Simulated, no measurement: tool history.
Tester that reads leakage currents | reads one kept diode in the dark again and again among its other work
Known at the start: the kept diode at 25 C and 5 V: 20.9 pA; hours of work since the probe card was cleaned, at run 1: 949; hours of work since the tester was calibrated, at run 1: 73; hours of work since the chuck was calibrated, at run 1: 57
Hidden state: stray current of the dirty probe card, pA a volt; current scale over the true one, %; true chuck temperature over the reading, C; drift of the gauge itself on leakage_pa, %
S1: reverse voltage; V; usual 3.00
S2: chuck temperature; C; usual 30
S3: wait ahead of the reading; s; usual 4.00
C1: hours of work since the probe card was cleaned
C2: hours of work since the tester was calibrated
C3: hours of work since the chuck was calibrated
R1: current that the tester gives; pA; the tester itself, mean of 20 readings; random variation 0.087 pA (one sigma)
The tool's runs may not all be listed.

run,hour,S1,S2,S3,C1,C2,C3,R1
1,0.0,3.00,30,4.00,949,73,57,24.33
2,60.2,3.00,30,4.00,977,101,85,24.33
3,121.2,3.74,30,4.00,1006,130,114,27.37
4,188.1,3.00,43,4.00,1038,162,146,56.49
5,254.5,3.00,43,4.00,1069,194,177,56.41
6,323.0,8.37,30,4.00,1102,226,210,41.97
7,372.6,8.37,30,4.00,1125,250,233,42.32
# hour 380.0: chuck's temperature calibrated
8,446.8,8.37,30,4.00,1160,284,32,41.62
9,493.8,8.37,30,4.00,1182,306,54,41.79
10,548.7,8.37,25,4.00,1208,332,80,30.41
11,582.5,2.69,30,4.00,1224,348,96,22.26
12,614.5,2.26,30,4.00,1239,363,111,20.43
13,665.9,2.26,30,4.00,1264,388,136,20.32
14,707.5,2.74,30,0.56,1283,407,155,24.35
# hour 726.8: probe card cleaned and baked
15,747.8,3.00,26,1.43,10,425,173,17.49
# hour 764.2: chuck's temperature calibrated, once more
16,796.4,3.00,26,1.85,32,447,15,18.14
17,836.3,3.04,44,9.20,51,466,34,60.46
18,893.9,3.00,36,0.74,78,494,62,36.90
19,947.4,3.40,26,0.47,104,519,87,21.64
20,986.6,9.88,30,0.81,122,538,106,47.43
21,1023.0,9.88,22,0.51,140,555,123,31.77
22,1085.9,9.88,22,0.51,169,585,153,31.99
23,1151.8,2.10,58,0.38,201,616,184,119.52
24,1224.2,3.00,32,2.77,235,650,218,26.84
25,1296.4,6.54,32,9.67,269,684,252,39.64

5 ways to go on from here, each from the tool as it stands after run 25. What would each give?
A,1350.6,9.32,25,1.59,295,710,278,?
B,1350.6,3.67,43,4.00,295,710,278,?
C,1350.6,9.12,28,1.33,295,710,278,?
D,1350.6,5.32,30,4.00,295,710,278,?
E,1350.6,3.00,35,2.91,295,710,278,?

run,R1
A,31.48
B,61.60
C,37.89
D,31.47
E,32.75
Without the tool's hidden state the same runs would have given:
run,R1
A,31.18
B,62.54
C,37.76
D,31.62
E,33.16

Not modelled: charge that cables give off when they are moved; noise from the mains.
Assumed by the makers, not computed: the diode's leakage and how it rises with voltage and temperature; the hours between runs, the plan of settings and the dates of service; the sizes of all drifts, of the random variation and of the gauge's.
